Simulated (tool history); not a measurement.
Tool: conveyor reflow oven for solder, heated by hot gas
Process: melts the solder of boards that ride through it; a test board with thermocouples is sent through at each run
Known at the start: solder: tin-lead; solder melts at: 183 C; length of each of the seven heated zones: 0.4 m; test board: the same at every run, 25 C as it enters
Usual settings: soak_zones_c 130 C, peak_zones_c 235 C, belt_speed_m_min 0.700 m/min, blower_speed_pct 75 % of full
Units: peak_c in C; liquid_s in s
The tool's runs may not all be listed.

run   hour  soak_zones_c  peak_zones_c  belt_speed_m_min  blower_speed_pct  peak_c  liquid_s
  1    0.0           130           235             0.700                75   211.4      44.4
  2   12.9           130           235             0.700                75   211.8      44.0
  3   41.2           143           235             0.700                75   214.5      50.5
  4   55.0           143           235             0.700                75   213.8      50.5
  5   84.7           143           235             0.700                75   214.0      49.8
  6  114.0           143           235             0.700                75   213.8      50.0
  7  131.9           143           235             0.700                75   213.8      49.6
  8  146.2           121           235             0.700                75   208.6      38.6
  9  161.2           121           235             0.700                75   208.2      38.7
 10  173.7           121           235             0.700                75   208.2      38.2
 11  187.0           121           235             0.700                75   208.0      37.9
 12  214.5           125           235             0.700                75   208.7      39.7
 13  239.1           130           238             0.700                75   211.8      44.1
 14  255.4           130           238             0.700                75   211.8      44.2
 15  276.0           130           235             0.700                75   209.1      41.5
     286.2  -- flux residue cleaned out of gas plates and filters
 16  299.6           130           235             0.700                75   211.5      44.1
 17  321.4           130           235             0.700                52   200.4      30.1
 18  334.6           134           246             0.578                52   218.4      61.2
 19  364.1           128           248             0.578                52   218.0      59.1
 20  383.4           130           226             0.670                75   204.8      40.1
 21  405.1           123           230             0.652                61   202.0      34.4
 22  433.6           130           235             0.622                75   214.3      53.3
 23  451.2           130           231             0.754                66   200.4      28.8
 24  475.8           139           247             0.754                66   214.8      44.6
 25  500.2           117           224             0.562                61   200.7      38.0
 26  522.1           117           224             0.562                61   200.4      37.5
 27  535.5           117           224             0.562                54   197.1      31.5
 28  547.9           117           224             0.562                54   196.8      31.1
     573.3  -- flux residue cleaned out of gas plates and filters
 29  577.9           130           235             0.651                63   208.9      44.7
 30  597.7           121           230             0.651                63   202.6      35.2
 31  615.1           119           227             0.655                66   200.8      32.4
 32  644.0           119           227             0.565                66   206.1      46.4

3 ways to go on from here, each from the tool as it stands after run 32. What would each give?
  A  667.4           115           249             0.706                75       ?         ?
  B  667.4           123           224             0.567                66       ?         ?
  C  667.4           130           235             0.754                75       ?         ?

run  peak_c  liquid_s
  A   217.8      45.5
  B   203.8      44.8
  C   207.2      37.3
Without the tool's hidden state the same runs would have given:
run  peak_c  liquid_s
  A   220.7      46.8
  B   206.3      47.3
  C   209.9      39.1
